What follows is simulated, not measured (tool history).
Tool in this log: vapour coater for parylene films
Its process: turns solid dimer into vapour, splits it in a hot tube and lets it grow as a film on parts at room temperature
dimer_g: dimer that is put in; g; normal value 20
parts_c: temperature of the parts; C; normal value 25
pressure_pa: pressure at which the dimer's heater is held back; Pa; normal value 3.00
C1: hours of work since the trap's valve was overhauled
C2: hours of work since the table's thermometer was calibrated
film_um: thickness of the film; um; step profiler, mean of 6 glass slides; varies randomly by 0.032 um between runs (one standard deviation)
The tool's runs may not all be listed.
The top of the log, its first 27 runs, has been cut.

{"run": 28, "hour": 732.5, "dimer_g": 22, "parts_c": 26, "pressure_pa": 6.7, "C1": 295, "C2": 1330, "film_um": 6.59}
{"run": 29, "hour": 762.4, "dimer_g": 20, "parts_c": 36, "pressure_pa": 3.0, "C1": 315, "C2": 1350, "film_um": 5.4}
{"run": 30, "hour": 792.2, "dimer_g": 17, "parts_c": 35, "pressure_pa": 2.66, "C1": 335, "C2": 1369, "film_um": 4.72}
{"run": 31, "hour": 821.9, "dimer_g": 23, "parts_c": 28, "pressure_pa": 8.15, "C1": 354, "C2": 1389, "film_um": 6.46}
{"run": 32, "hour": 859.4, "dimer_g": 21, "parts_c": 28, "pressure_pa": 2.27, "C1": 379, "C2": 1414, "film_um": 6.74}
{"run": 33, "hour": 890.1, "dimer_g": 20, "parts_c": 34, "pressure_pa": 3.73, "C1": 399, "C2": 1434, "film_um": 5.36}
{"run": 34, "hour": 918.8, "dimer_g": 15, "parts_c": 31, "pressure_pa": 3.73, "C1": 418, "C2": 1453, "film_um": 4.29}
{"run": 35, "hour": 958.2, "dimer_g": 15, "parts_c": 36, "pressure_pa": 3.73, "C1": 444, "C2": 1479, "film_um": 3.86}
{"run": 36, "hour": 999.8, "dimer_g": 15, "parts_c": 21, "pressure_pa": 2.3, "C1": 472, "C2": 1507, "film_um": 5.46}
{"run": 37, "hour": 1037.2, "dimer_g": 20, "parts_c": 25, "pressure_pa": 2.22, "C1": 497, "C2": 1531, "film_um": 6.75}
{"run": 38, "hour": 1063.8, "dimer_g": 20, "parts_c": 25, "pressure_pa": 2.22, "C1": 514, "C2": 1549, "film_um": 6.75}
{"run": 39, "hour": 1085.3, "dimer_g": 8, "parts_c": 25, "pressure_pa": 3.0, "C1": 528, "C2": 1563, "film_um": 2.62}
{"run": 40, "hour": 1117.4, "dimer_g": 8, "parts_c": 25, "pressure_pa": 3.0, "C1": 550, "C2": 1584, "film_um": 2.59}
{"run": 41, "hour": 1142.5, "dimer_g": 10, "parts_c": 26, "pressure_pa": 3.0, "C1": 566, "C2": 1601, "film_um": 3.14}
{"run": 42, "hour": 1174.4, "dimer_g": 10, "parts_c": 26, "pressure_pa": 3.0, "C1": 587, "C2": 1622, "film_um": 3.14}
{"hour": 1210.1, "done": "trap's valve overhauled"}
{"run": 43, "hour": 1214.4, "dimer_g": 10, "parts_c": 26, "pressure_pa": 3.0, "C1": 3, "C2": 1646, "film_um": 3.45}
{"run": 44, "hour": 1254.2, "dimer_g": 20, "parts_c": 25, "pressure_pa": 8.88, "C1": 29, "C2": 1672, "film_um": 6.23}
{"run": 45, "hour": 1273.7, "dimer_g": 20, "parts_c": 25, "pressure_pa": 8.88, "C1": 42, "C2": 1685, "film_um": 6.21}
{"run": 46, "hour": 1291.2, "dimer_g": 32, "parts_c": 33, "pressure_pa": 9.41, "C1": 54, "C2": 1697, "film_um": 8.37}
{"run": 47, "hour": 1326.7, "dimer_g": 11, "parts_c": 32, "pressure_pa": 3.77, "C1": 77, "C2": 1720, "film_um": 3.24}

Each row is a separate what-if for the run after 47, all from the same tool condition, not one after another. Results?
{"run": "A", "hour": 1349.7, "dimer_g": 22, "parts_c": 21, "pressure_pa": 3.0, "C1": 92, "C2": 1735, "film_um": "?"}
{"run": "B", "hour": 1349.7, "dimer_g": 11, "parts_c": 32, "pressure_pa": 5.65, "C1": 92, "C2": 1735, "film_um": "?"}
{"run": "C", "hour": 1349.7, "dimer_g": 10, "parts_c": 32, "pressure_pa": 3.77, "C1": 92, "C2": 1735, "film_um": "?"}
{"run": "D", "hour": 1349.7, "dimer_g": 34, "parts_c": 22, "pressure_pa": 3.51, "C1": 92, "C2": 1735, "film_um": "?"}

run=A film_um=8.26
run=B film_um=3.10
run=C film_um=2.91
run=D film_um=12.29
Without the tool's unlogged condition, the same runs would have read:
run=A film_um=8.33
run=B film_um=3.13
run=C film_um=2.94
run=D film_um=12.39

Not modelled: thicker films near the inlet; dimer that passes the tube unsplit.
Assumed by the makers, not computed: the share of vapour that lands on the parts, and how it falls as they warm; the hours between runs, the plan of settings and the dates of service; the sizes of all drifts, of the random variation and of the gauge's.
